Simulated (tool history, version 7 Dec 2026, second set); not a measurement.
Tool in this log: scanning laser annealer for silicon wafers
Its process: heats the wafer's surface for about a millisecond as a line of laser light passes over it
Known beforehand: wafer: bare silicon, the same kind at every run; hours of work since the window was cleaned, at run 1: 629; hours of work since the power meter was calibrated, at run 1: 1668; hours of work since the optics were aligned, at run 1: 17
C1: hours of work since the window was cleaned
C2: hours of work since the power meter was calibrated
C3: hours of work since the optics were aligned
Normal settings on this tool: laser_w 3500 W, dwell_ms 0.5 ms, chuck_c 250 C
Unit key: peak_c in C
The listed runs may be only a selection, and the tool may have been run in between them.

Run 1, day 0: usual settings; C1 629; C2 1668; C3 17. Result: peak_c 1005 C.
Run 2, day 2.179: usual settings; C1 664; C2 1703; C3 52. Result: peak_c 1002 C.
Run 3, day 4.908: usual settings; C1 708; C2 1747; C3 96. Result: peak_c 996 C.
Run 4, day 7.721: usual settings; C1 754; C2 1793; C3 142. Result: peak_c 996 C.
Run 5, day 11.558: usual settings; C1 816; C2 1855; C3 204. Result: peak_c 990 C.
At day 13.383: window over the wafer cleaned.
Run 6, day 13.921: usual settings but laser_w 3499 W; C1 9; C2 1892; C3 241. Result: peak_c 1029 C.
Run 7, day 17.988: usual settings but laser_w 3573 W; C1 75; C2 1957; C3 307. Result: peak_c 1049 C.
Run 8, day 21.842: usual settings but laser_w 3573 W; C1 137; C2 2020; C3 369. Result: peak_c 1044 C.
Run 9, day 25.288: usual settings but chuck_c 270 C; C1 193; C2 2076; C3 425. Result: peak_c 1039 C.
Run 10, day 27.1: usual settings but chuck_c 270 C; C1 222; C2 2105; C3 454. Result: peak_c 1038 C.
Run 11, day 29.512: usual settings but chuck_c 270 C; C1 261; C2 2144; C3 493. Result: peak_c 1035 C.
Run 12, day 32.879: usual settings; C1 316; C2 2198; C3 548. Result: peak_c 1011 C.
Run 13, day 36.854: usual settings but chuck_c 253 C; C1 380; C2 2263; C3 612. Result: peak_c 1007 C.
Run 14, day 39.758: usual settings; C1 427; C2 2310; C3 659. Result: peak_c 1004 C.
Run 15, day 43.788: usual settings; C1 492; C2 2375; C3 724. Result: peak_c 997 C.
Run 16, day 47.062: usual settings but laser_w 3400 W; C1 545; C2 2428; C3 777. Result: peak_c 968 C.
Run 17, day 49.062: usual settings but chuck_c 231 C; C1 577; C2 2460; C3 810. Result: peak_c 978 C.
Run 18, day 51.962: usual settings but laser_w 3268 W, dwell_ms 0.418 ms, chuck_c 215 C; C1 624; C2 2507; C3 856. Result: peak_c 839 C.
Run 19, day 53.733: usual settings but laser_w 3101 W, dwell_ms 0.521 ms; C1 653; C2 2536; C3 885. Result: peak_c 889 C.
Run 20, day 57.067: usual settings but laser_w 3101 W, dwell_ms 0.521 ms; C1 707; C2 2590; C3 939. Result: peak_c 887 C.
Run 21, day 59.446: usual settings but laser_w 3734 W, dwell_ms 0.424 ms; C1 745; C2 2628; C3 978. Result: peak_c 995 C.
Run 22, day 61.996: usual settings but laser_w 3433 W, dwell_ms 0.424 ms, chuck_c 222 C; C1 787; C2 2670; C3 1019. Result: peak_c 878 C.
Run 23, day 64.308: usual settings but laser_w 3474 W, dwell_ms 0.494 ms, chuck_c 218 C; C1 824; C2 2707; C3 1056. Result: peak_c 933 C.
At day 65.854: window over the wafer cleaned.
Run 24, day 66.692: usual settings but laser_w 3640 W, dwell_ms 0.448 ms, chuck_c 214 C; C1 14; C2 2744; C3 1093. Result: peak_c 982 C.
At day 68.65: optics aligned, line set to its width.
Run 25, day 70.558: usual settings but laser_w 3640 W, dwell_ms 0.363 ms, chuck_c 245 C; C1 73; C2 2804; C3 31. Result: peak_c 946 C.
Run 26, day 72.4: usual settings but laser_w 3640 W, dwell_ms 0.363 ms, chuck_c 245 C; C1 103; C2 2833; C3 61. Result: peak_c 947 C.
Run 27, day 75.979: usual settings but laser_w 3640 W, dwell_ms 0.363 ms, chuck_c 245 C; C1 160; C2 2891; C3 119. Result: peak_c 942 C.
Run 28, day 78.771: usual settings but laser_w 3588 W, dwell_ms 0.363 ms, chuck_c 232 C; C1 206; C2 2936; C3 164. Result: peak_c 910 C.
Run 29, day 81.712: usual settings but laser_w 3393 W, dwell_ms 0.488 ms; C1 253; C2 2984; C3 211. Result: peak_c 970 C.
Run 30, day 83.904: usual settings but laser_w 3652 W, dwell_ms 0.521 ms, chuck_c 268 C; C1 289; C2 3020; C3 247. Result: peak_c 1088 C.
Run 31, day 87.475: usual settings but laser_w 3090 W; C1 346; C2 3077; C3 305. Result: peak_c 881 C.
Run 32, day 89.342: usual settings but dwell_ms 0.371 ms, chuck_c 248 C; C1 377; C2 3108; C3 335. Result: peak_c 901 C.
Run 33, day 91.717: usual settings but dwell_ms 0.371 ms, chuck_c 248 C; C1 415; C2 3146; C3 373. Result: peak_c 903 C.
Run 34, day 93.846: usual settings but dwell_ms 0.36 ms, chuck_c 232 C; C1 450; C2 3180; C3 408. Result: peak_c 875 C.

Hidden condition of the tool, last listed run before each entry between runs versus first listed run after:
Between runs 5 and 6: window over the wafer cleaned (day 13.383)
  light that passes the window, % of a clean one's: 96.08 -> 99.94; laser's true power over the reading, %: -1.82 -> -1.85; width of the line over the set one, %: 0.35 -> 0.39
  measured result minus the result with no hidden state, peak_c: -63 -> -24 C
Between runs 23 and 24: window over the wafer cleaned (day 65.854)
  light that passes the window, % of a clean one's: 96.19 -> 99.82; laser's true power over the reading, %: -2.57 -> -2.6; width of the line over the set one, %: 1.45 -> 1.5
  measured result minus the result with no hidden state, peak_c: -76 -> -41 C
Between runs 24 and 25: optics aligned, line set to its width (day 68.65)
  light that passes the window, % of a clean one's: 99.82 -> 99.56; laser's true power over the reading, %: -2.6 -> -2.65; width of the line over the set one, %: 1.5 -> 0.21
  measured result minus the result with no hidden state, peak_c: -41 -> -31 C
